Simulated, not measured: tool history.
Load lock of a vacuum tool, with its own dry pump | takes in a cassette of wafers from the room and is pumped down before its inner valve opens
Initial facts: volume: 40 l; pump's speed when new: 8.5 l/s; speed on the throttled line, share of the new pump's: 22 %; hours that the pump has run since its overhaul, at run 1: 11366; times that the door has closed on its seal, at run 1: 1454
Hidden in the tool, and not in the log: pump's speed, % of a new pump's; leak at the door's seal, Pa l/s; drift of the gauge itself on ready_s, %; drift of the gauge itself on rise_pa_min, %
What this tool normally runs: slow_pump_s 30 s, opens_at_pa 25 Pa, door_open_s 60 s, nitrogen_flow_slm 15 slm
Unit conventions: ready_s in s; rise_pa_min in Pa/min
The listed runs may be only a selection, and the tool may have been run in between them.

run    hour  slow_pump_s  opens_at_pa  door_open_s  nitrogen_flow_slm  hours that the pump has run since its overhaul  times that the door has closed on its seal  incoming humidity of the room's air, %  ready_s  rise_pa_min
  1       0           30           25           60                 15                                           11366                                        1454                                    45.3     66.4        0.063
  2    87.9           30           25           60                 15                                           11454                                        1545                                      44     67.6        0.057
  3     172           30           25          172                 15                                           11538                                        1632                                    43.8     67.2        0.115
  4     234           30           25          172                 15                                           11600                                        1696                                    44.6     68.3        0.115
  5   347.4           30           25           60                 13                                           11714                                        1814                                    46.2     67.8         0.06
  6   400.1           30           25           60                 15                                           11766                                        1868                                    46.3     68.6        0.056
  7   527.2           30           25           60                 15                                           11893                                        2000                                    47.2     67.3        0.065
  8   618.5           30           25           60                 15                                           11985                                        2094                                    45.8       68         0.06
  9   727.7           30           25          167                  4                                           12094                                        2207                                    43.3     67.5        0.144
 10     850           30           25          167                  4                                           12216                                        2334                                    42.4     67.8        0.145
 11   916.2           49           29          152                 15                                           12282                                        2402                                    45.7     80.9         0.11
 12     977           32           25           60                  9                                           12343                                        2465                                    47.5       70        0.069
 13  1102.9           58           27          104                 38                                           12469                                        2595                                    45.6     88.2        0.061
 14  1213.9           28           27          104                 12                                           12580                                        2710                                      45     66.5        0.089
 15  1321.8           18           20           60                 16                                           12688                                        2821                                    43.9     60.5         0.06

Below are 5 alternative next runs, each starting from the tool's condition after run 15. Predict each:
  A  1374.7           33           20          157                 16                                           12741                                        2876                                    43.3        ?            ?
  B  1374.7           59           43           60                 16                                           12741                                        2876                                    43.7        ?            ?
  C  1374.7           30           37           60                 15                                           12741                                        2876                                      41        ?            ?
  D  1374.7           30           25          158                 15                                           12741                                        2876                                    43.5        ?            ?
  E  1374.7           18           20           60                 16                                           12741                                        2876                                    43.9        ?            ?

run  ready_s  rise_pa_min
  A       72        0.111
  B     86.2        0.056
  C     66.3        0.056
  D     68.2         0.11
  E     60.5        0.052
With no hidden state in the tool, these same runs would have given:
run  ready_s  rise_pa_min
  A     66.3        0.105
  B     82.3         0.05
  C     61.1         0.05
  D     62.7        0.105
  E     54.4        0.046
